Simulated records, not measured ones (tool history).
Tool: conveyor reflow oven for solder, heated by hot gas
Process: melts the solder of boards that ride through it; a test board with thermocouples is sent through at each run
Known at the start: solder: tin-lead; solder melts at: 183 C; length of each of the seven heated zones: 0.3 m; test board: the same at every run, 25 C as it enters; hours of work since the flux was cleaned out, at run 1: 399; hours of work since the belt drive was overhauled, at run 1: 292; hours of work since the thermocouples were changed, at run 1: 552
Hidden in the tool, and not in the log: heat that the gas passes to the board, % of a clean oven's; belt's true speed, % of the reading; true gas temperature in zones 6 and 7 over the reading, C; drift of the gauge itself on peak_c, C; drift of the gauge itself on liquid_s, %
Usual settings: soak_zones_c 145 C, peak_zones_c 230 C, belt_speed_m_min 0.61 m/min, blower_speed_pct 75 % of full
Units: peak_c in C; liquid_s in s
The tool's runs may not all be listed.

| run | hour | soak_zones_c | peak_zones_c | belt_speed_m_min | blower_speed_pct | hours of work since the flux was cleaned out | hours of work since the belt drive was overhauled | hours of work since the thermocouples were changed | peak_c | liquid_s |
|---|---|---|---|---|---|---|---|---|---|---|
| 1 | 0 | 145 | 230 | 0.61 | 75 | 399 | 292 | 552 | 210.3 | 40.1 |
| 2 | 61.6 | 145 | 230 | 0.61 | 51 | 428 | 321 | 582 | 202.5 | 32.5 |
| 3 | 137 | 145 | 230 | 0.61 | 51 | 464 | 357 | 618 | 203.1 | 32.3 |
|  | 165 | flux residue cleaned out of gas plates and filters |
| 4 | 192.6 | 145 | 230 | 0.61 | 51 | 13 | 381 | 642 | 205.9 | 36.9 |
| 5 | 241.8 | 145 | 230 | 0.693 | 51 | 37 | 405 | 665 | 202.5 | 26.6 |
| 6 | 310.4 | 145 | 230 | 0.693 | 51 | 69 | 438 | 698 | 200.9 | 27.2 |
| 7 | 382.5 | 145 | 230 | 0.61 | 75 | 104 | 472 | 732 | 212.7 | 43.4 |
| 8 | 419.3 | 145 | 230 | 0.61 | 75 | 121 | 490 | 750 | 213.1 | 43.8 |
| 9 | 491.8 | 145 | 230 | 0.61 | 75 | 156 | 524 | 785 | 211.9 | 42.4 |
| 10 | 554.6 | 133 | 226 | 0.661 | 74 | 186 | 554 | 815 | 203.7 | 29.1 |
| 11 | 613.8 | 147 | 226 | 0.661 | 74 | 214 | 583 | 843 | 206.2 | 35 |
| 12 | 680.7 | 145 | 230 | 0.522 | 51 | 246 | 615 | 875 | 209.4 | 47.9 |
| 13 | 731.8 | 145 | 230 | 0.522 | 51 | 271 | 639 | 899 | 210 | 47 |

The next listed run, before its measurement:
| 14 | 795.5 | 145 | 230 | 0.522 | 51 | 301 | 669 | 930 | ? | ? |

Run 14 gave peak_c 209.2 C, liquid_s 47.7 s.
Without the tool's hidden state the same run would have given peak_c 213 C, liquid_s 51.1 s.
